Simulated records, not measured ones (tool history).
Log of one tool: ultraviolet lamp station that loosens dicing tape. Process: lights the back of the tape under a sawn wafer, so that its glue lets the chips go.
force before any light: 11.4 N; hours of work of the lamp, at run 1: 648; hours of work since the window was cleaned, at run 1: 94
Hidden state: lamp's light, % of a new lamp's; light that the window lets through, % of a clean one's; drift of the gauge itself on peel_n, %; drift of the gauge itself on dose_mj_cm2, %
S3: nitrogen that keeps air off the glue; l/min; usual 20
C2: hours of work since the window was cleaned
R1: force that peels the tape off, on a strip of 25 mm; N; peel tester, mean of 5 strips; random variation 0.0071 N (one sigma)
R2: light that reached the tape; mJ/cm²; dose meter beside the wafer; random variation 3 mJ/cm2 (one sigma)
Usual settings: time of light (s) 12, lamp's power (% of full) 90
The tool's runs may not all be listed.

run 1 hour=0.0 | time_of_light_(s)=12 lamp's_power_(%_of_full)=90 S3=20 | hours_of_work_of_the_lamp=648 C2=94 | R1=0.326 R2=380
run 2 hour=22.7 | time_of_light_(s)=12 lamp's_power_(%_of_full)=90 S3=9 | hours_of_work_of_the_lamp=664 C2=109 | R1=0.479 R2=373
run 3 hour=57.3 | time_of_light_(s)=12 lamp's_power_(%_of_full)=90 S3=9 | hours_of_work_of_the_lamp=687 C2=133 | R1=0.522 R2=368
run 4 hour=76.0 | time_of_light_(s)=12 lamp's_power_(%_of_full)=81 S3=20 | hours_of_work_of_the_lamp=700 C2=145 | R1=0.434 R2=335
run 5 hour=101.7 | time_of_light_(s)=12 lamp's_power_(%_of_full)=84 S3=20 | hours_of_work_of_the_lamp=717 C2=163 | R1=0.412 R2=342
run 6 hour=122.9 | time_of_light_(s)=12 lamp's_power_(%_of_full)=84 S3=20 | hours_of_work_of_the_lamp=732 C2=177 | R1=0.412 R2=344
run 7 hour=156.5 | time_of_light_(s)=11 lamp's_power_(%_of_full)=64 S3=15 | hours_of_work_of_the_lamp=755 C2=200 | R1=1.070 R2=243
run 8 hour=173.3 | time_of_light_(s)=11 lamp's_power_(%_of_full)=64 S3=15 | hours_of_work_of_the_lamp=766 C2=211 | R1=1.072 R2=237
run 9 hour=207.8 | time_of_light_(s)=9 lamp's_power_(%_of_full)=64 S3=15 | hours_of_work_of_the_lamp=789 C2=235 | R1=1.645 R2=192
run 10 hour=243.4 | time_of_light_(s)=9 lamp's_power_(%_of_full)=64 S3=15 | hours_of_work_of_the_lamp=814 C2=259 | R1=1.707 R2=191
run 11 hour=270.3 | time_of_light_(s)=9 lamp's_power_(%_of_full)=64 S3=7 | hours_of_work_of_the_lamp=832 C2=277 | R1=2.196 R2=192

5 ways to go on from here, each from the tool as it stands after run 11. What would each give?
run A hour=286.7 | time_of_light_(s)=12 lamp's_power_(%_of_full)=74 S3=20 | hours_of_work_of_the_lamp=843 C2=288 | R1=? R2=?
run B hour=286.7 | time_of_light_(s)=12 lamp's_power_(%_of_full)=61 S3=8 | hours_of_work_of_the_lamp=843 C2=288 | R1=? R2=?
run C hour=286.7 | time_of_light_(s)=9 lamp's_power_(%_of_full)=64 S3=14 | hours_of_work_of_the_lamp=843 C2=288 | R1=? R2=?
run D hour=286.7 | time_of_light_(s)=15 lamp's_power_(%_of_full)=65 S3=7 | hours_of_work_of_the_lamp=843 C2=288 | R1=? R2=?
run E hour=286.7 | time_of_light_(s)=6 lamp's_power_(%_of_full)=86 S3=7 | hours_of_work_of_the_lamp=843 C2=288 | R1=? R2=?

run=A R1=0.604 R2=289
run=B R1=1.448 R2=241
run=C R1=1.782 R2=193
run=D R1=0.812 R2=322
run=E R1=2.676 R2=169
Without the tool's hidden state the same runs would have given:
run=A R1=0.377 R2=355
run=B R1=0.945 R2=295
run=C R1=1.200 R2=236
run=D R1=0.502 R2=395
run=E R1=1.948 R2=207
